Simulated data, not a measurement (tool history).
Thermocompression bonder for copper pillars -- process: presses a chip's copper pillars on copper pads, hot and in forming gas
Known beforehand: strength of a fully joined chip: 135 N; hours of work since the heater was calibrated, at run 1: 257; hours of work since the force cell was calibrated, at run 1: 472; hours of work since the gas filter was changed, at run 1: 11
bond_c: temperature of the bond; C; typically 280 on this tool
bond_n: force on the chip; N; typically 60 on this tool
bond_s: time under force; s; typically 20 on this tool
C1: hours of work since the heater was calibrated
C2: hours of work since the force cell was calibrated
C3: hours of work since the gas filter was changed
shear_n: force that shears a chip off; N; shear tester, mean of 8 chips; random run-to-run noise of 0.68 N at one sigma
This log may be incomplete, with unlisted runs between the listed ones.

{"run": 1, "day": 0.0, "bond_c": 280, "bond_n": 60, "bond_s": 20, "C1": 257, "C2": 472, "C3": 11, "shear_n": 80.8}
{"run": 2, "day": 0.283, "bond_c": 280, "bond_n": 77, "bond_s": 20, "C1": 261, "C2": 476, "C3": 16, "shear_n": 90.6}
{"run": 3, "day": 0.554, "bond_c": 280, "bond_n": 77, "bond_s": 20, "C1": 265, "C2": 481, "C3": 20, "shear_n": 90.2}
{"run": 4, "day": 0.825, "bond_c": 298, "bond_n": 77, "bond_s": 20, "C1": 270, "C2": 485, "C3": 24, "shear_n": 102.1}
{"run": 5, "day": 1.0, "bond_c": 298, "bond_n": 36, "bond_s": 20, "C1": 273, "C2": 488, "C3": 27, "shear_n": 77.9}
{"run": 6, "day": 1.183, "bond_c": 298, "bond_n": 36, "bond_s": 20, "C1": 275, "C2": 491, "C3": 30, "shear_n": 77.8}
{"run": 7, "day": 1.571, "bond_c": 280, "bond_n": 60, "bond_s": 20, "C1": 282, "C2": 497, "C3": 36, "shear_n": 80.2}
{"run": 8, "day": 1.95, "bond_c": 280, "bond_n": 68, "bond_s": 20, "C1": 288, "C2": 503, "C3": 42, "shear_n": 84.8}
{"run": 9, "day": 2.188, "bond_c": 280, "bond_n": 83, "bond_s": 20, "C1": 291, "C2": 507, "C3": 46, "shear_n": 91.3}
{"run": 10, "day": 2.408, "bond_c": 298, "bond_n": 60, "bond_s": 20, "C1": 295, "C2": 510, "C3": 49, "shear_n": 92.9}
{"run": 11, "day": 2.692, "bond_c": 280, "bond_n": 44, "bond_s": 20, "C1": 299, "C2": 515, "C3": 54, "shear_n": 70.4}
{"run": 12, "day": 3.054, "bond_c": 280, "bond_n": 59, "bond_s": 20, "C1": 305, "C2": 520, "C3": 60, "shear_n": 79}
{"run": 13, "day": 3.367, "bond_c": 280, "bond_n": 60, "bond_s": 18, "C1": 310, "C2": 525, "C3": 65, "shear_n": 77.1}
{"run": 14, "day": 3.75, "bond_c": 280, "bond_n": 72, "bond_s": 18, "C1": 316, "C2": 531, "C3": 71, "shear_n": 83.2}
{"run": 15, "day": 4.067, "bond_c": 280, "bond_n": 60, "bond_s": 51, "C1": 321, "C2": 536, "C3": 76, "shear_n": 103.1}
{"run": 16, "day": 4.246, "bond_c": 280, "bond_n": 60, "bond_s": 51, "C1": 324, "C2": 539, "C3": 79, "shear_n": 101.1}
{"run": 17, "day": 4.633, "bond_c": 280, "bond_n": 60, "bond_s": 20, "C1": 330, "C2": 545, "C3": 85, "shear_n": 77.3}
{"run": 18, "day": 4.925, "bond_c": 280, "bond_n": 60, "bond_s": 20, "C1": 335, "C2": 550, "C3": 89, "shear_n": 79}
{"run": 19, "day": 5.121, "bond_c": 280, "bond_n": 60, "bond_s": 20, "C1": 338, "C2": 553, "C3": 93, "shear_n": 78.6}
{"run": 20, "day": 5.504, "bond_c": 280, "bond_n": 60, "bond_s": 20, "C1": 344, "C2": 559, "C3": 99, "shear_n": 77.9}
{"run": 21, "day": 5.804, "bond_c": 280, "bond_n": 60, "bond_s": 20, "C1": 349, "C2": 564, "C3": 103, "shear_n": 77.8}
{"run": 22, "day": 6.108, "bond_c": 302, "bond_n": 87, "bond_s": 55, "C1": 354, "C2": 569, "C3": 108, "shear_n": 120.4}
{"run": 23, "day": 6.392, "bond_c": 290, "bond_n": 83, "bond_s": 59, "C1": 358, "C2": 573, "C3": 113, "shear_n": 114.7}
{"run": 24, "day": 6.604, "bond_c": 306, "bond_n": 83, "bond_s": 10, "C1": 362, "C2": 577, "C3": 116, "shear_n": 89.8}
{"run": 25, "day": 6.862, "bond_c": 257, "bond_n": 58, "bond_s": 10, "C1": 366, "C2": 581, "C3": 120, "shear_n": 45.1}
{"run": 26, "day": 7.208, "bond_c": 288, "bond_n": 86, "bond_s": 35, "C1": 371, "C2": 586, "C3": 126, "shear_n": 106.5}
{"run": 27, "day": 7.512, "bond_c": 252, "bond_n": 89, "bond_s": 53, "C1": 376, "C2": 591, "C3": 131, "shear_n": 90.4}
{"run": 28, "day": 7.879, "bond_c": 286, "bond_n": 48, "bond_s": 17, "C1": 382, "C2": 597, "C3": 136, "shear_n": 70.2}
{"day": 7.979, "done": "forming gas filter changed"}
{"run": 29, "day": 8.212, "bond_c": 267, "bond_n": 80, "bond_s": 19, "C1": 387, "C2": 602, "C3": 4, "shear_n": 78.2}
{"run": 30, "day": 8.433, "bond_c": 267, "bond_n": 46, "bond_s": 14, "C1": 390, "C2": 606, "C3": 7, "shear_n": 54.2}
{"run": 31, "day": 8.717, "bond_c": 253, "bond_n": 44, "bond_s": 34, "C1": 395, "C2": 610, "C3": 12, "shear_n": 62.3}
{"run": 32, "day": 9.046, "bond_c": 295, "bond_n": 38, "bond_s": 13, "C1": 400, "C2": 615, "C3": 17, "shear_n": 67}
{"run": 33, "day": 9.288, "bond_c": 280, "bond_n": 42, "bond_s": 43, "C1": 404, "C2": 619, "C3": 21, "shear_n": 87.1}
{"run": 34, "day": 9.467, "bond_c": 285, "bond_n": 42, "bond_s": 24, "C1": 407, "C2": 622, "C3": 24, "shear_n": 77.3}
{"run": 35, "day": 9.679, "bond_c": 297, "bond_n": 65, "bond_s": 11, "C1": 410, "C2": 625, "C3": 27, "shear_n": 80.2}
{"run": 36, "day": 10.112, "bond_c": 280, "bond_n": 72, "bond_s": 11, "C1": 417, "C2": 632, "C3": 34, "shear_n": 71.2}
{"run": 37, "day": 10.475, "bond_c": 280, "bond_n": 72, "bond_s": 11, "C1": 423, "C2": 638, "C3": 40, "shear_n": 69.9}
{"run": 38, "day": 10.892, "bond_c": 280, "bond_n": 72, "bond_s": 11, "C1": 429, "C2": 645, "C3": 46, "shear_n": 70.8}
{"run": 39, "day": 11.092, "bond_c": 284, "bond_n": 45, "bond_s": 20, "C1": 433, "C2": 648, "C3": 50, "shear_n": 72.5}
{"run": 40, "day": 11.358, "bond_c": 275, "bond_n": 45, "bond_s": 30, "C1": 437, "C2": 652, "C3": 54, "shear_n": 75.8}

Branching from run 40: 3 alternative next runs. What would each branch give?
{"run": "A", "day": 11.612, "bond_c": 275, "bond_n": 43, "bond_s": 11, "C1": 441, "C2": 656, "C3": 58, "shear_n": "?"}
{"run": "B", "day": 11.612, "bond_c": 276, "bond_n": 56, "bond_s": 33, "C1": 441, "C2": 656, "C3": 58, "shear_n": "?"}
{"run": "C", "day": 11.612, "bond_c": 275, "bond_n": 45, "bond_s": 21, "C1": 441, "C2": 656, "C3": 58, "shear_n": "?"}

run=A shear_n=52.4
run=B shear_n=85.6
run=C shear_n=67.9
Stripped of hidden state, with their random variation kept, the same runs would have yielded:
run=A shear_n=58.7
run=B shear_n=93.6
run=C shear_n=75.4
